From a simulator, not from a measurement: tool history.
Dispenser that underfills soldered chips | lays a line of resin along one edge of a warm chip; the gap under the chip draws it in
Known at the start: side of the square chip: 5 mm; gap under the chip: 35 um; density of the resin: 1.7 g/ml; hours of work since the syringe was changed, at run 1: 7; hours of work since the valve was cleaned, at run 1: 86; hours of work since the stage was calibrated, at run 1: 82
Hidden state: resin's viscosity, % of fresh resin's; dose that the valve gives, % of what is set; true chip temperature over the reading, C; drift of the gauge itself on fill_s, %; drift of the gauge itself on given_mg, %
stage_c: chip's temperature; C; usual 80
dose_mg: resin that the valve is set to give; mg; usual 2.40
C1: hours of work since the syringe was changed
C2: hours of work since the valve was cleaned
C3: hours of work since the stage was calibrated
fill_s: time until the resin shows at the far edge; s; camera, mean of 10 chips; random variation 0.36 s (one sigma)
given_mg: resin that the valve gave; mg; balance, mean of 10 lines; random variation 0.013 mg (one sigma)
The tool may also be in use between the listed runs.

Run 1, hour 0.0: usual settings; C1 7; C2 86; C3 82. Result: fill_s 29.7 s, given_mg 2.25 mg.
At hour 0.7: new syringe of resin.
Run 2, hour 3.0: usual settings; C1 2; C2 88; C3 85. Result: fill_s 22.3 s, given_mg 2.22 mg.
Run 3, hour 5.6: usual settings; C1 4; C2 90; C3 86. Result: fill_s 25.2 s, given_mg 2.25 mg.
Run 4, hour 8.1: usual settings; C1 6; C2 92; C3 88. Result: fill_s 28.1 s, given_mg 2.25 mg.
At hour 10.2: new syringe of resin.
Run 5, hour 12.1: usual settings but dose_mg 2.74 mg; C1 2; C2 95; C3 91. Result: fill_s 21.4 s, given_mg 2.54 mg.
Run 6, hour 14.6: usual settings but dose_mg 2.74 mg; C1 3; C2 97; C3 93. Result: fill_s 24.5 s, given_mg 2.55 mg.
At hour 19.6: new syringe of resin.
Run 7, hour 19.6: usual settings but stage_c 91 C, dose_mg 2.15 mg; C1 0; C2 100; C3 97. Result: fill_s 13.2 s, given_mg 1.98 mg.
Run 8, hour 23.6: usual settings but stage_c 91 C, dose_mg 2.15 mg; C1 3; C2 103; C3 100. Result: fill_s 15.9 s, given_mg 2.00 mg.
At hour 27.8: dispensing valve cleaned and set on the balance.
Run 9, hour 29.1: usual settings but stage_c 91 C, dose_mg 2.15 mg; C1 6; C2 1; C3 103. Result: fill_s 18.2 s, given_mg 2.15 mg.
At hour 30.5: new syringe of resin.
Run 10, hour 32.1: usual settings but stage_c 68 C, dose_mg 2.24 mg; C1 1; C2 3; C3 105. Result: fill_s 38.8 s, given_mg 2.25 mg.
Run 11, hour 36.7: usual settings but stage_c 95 C, dose_mg 2.35 mg; C1 5; C2 7; C3 109. Result: fill_s 14.8 s, given_mg 2.35 mg.

4 ways to go on from here, each from the tool as it stands after run 11. What would each give?
At hour 39.9: new syringe of resin.
Run A, hour 41.9: usual settings but stage_c 93 C, dose_mg 2.35 mg; C1 2; C2 10; C3 112. Result: fill_s ?, given_mg ?.
At hour 39.9: new syringe of resin.
Run B, hour 41.9: usual settings but stage_c 86 C, dose_mg 3.03 mg; C1 2; C2 10; C3 112. Result: fill_s ?, given_mg ?.
At hour 39.9: new syringe of resin.
Run C, hour 41.9: usual settings but dose_mg 2.30 mg; C1 2; C2 10; C3 112. Result: fill_s ?, given_mg ?.
At hour 39.9: new syringe of resin.
Run D, hour 41.9: usual settings but dose_mg 2.54 mg; C1 2; C2 10; C3 112. Result: fill_s ?, given_mg ?.

run  fill_s  given_mg
  A    13.2      2.34
  B    17.0      3.00
  C    22.8      2.29
  D    22.8      2.54
Without the tool's hidden state the same runs would have given:
run  fill_s  given_mg
  A    11.8      2.35
  B    15.2      3.02
  C    20.2      2.30
  D    20.4      2.55
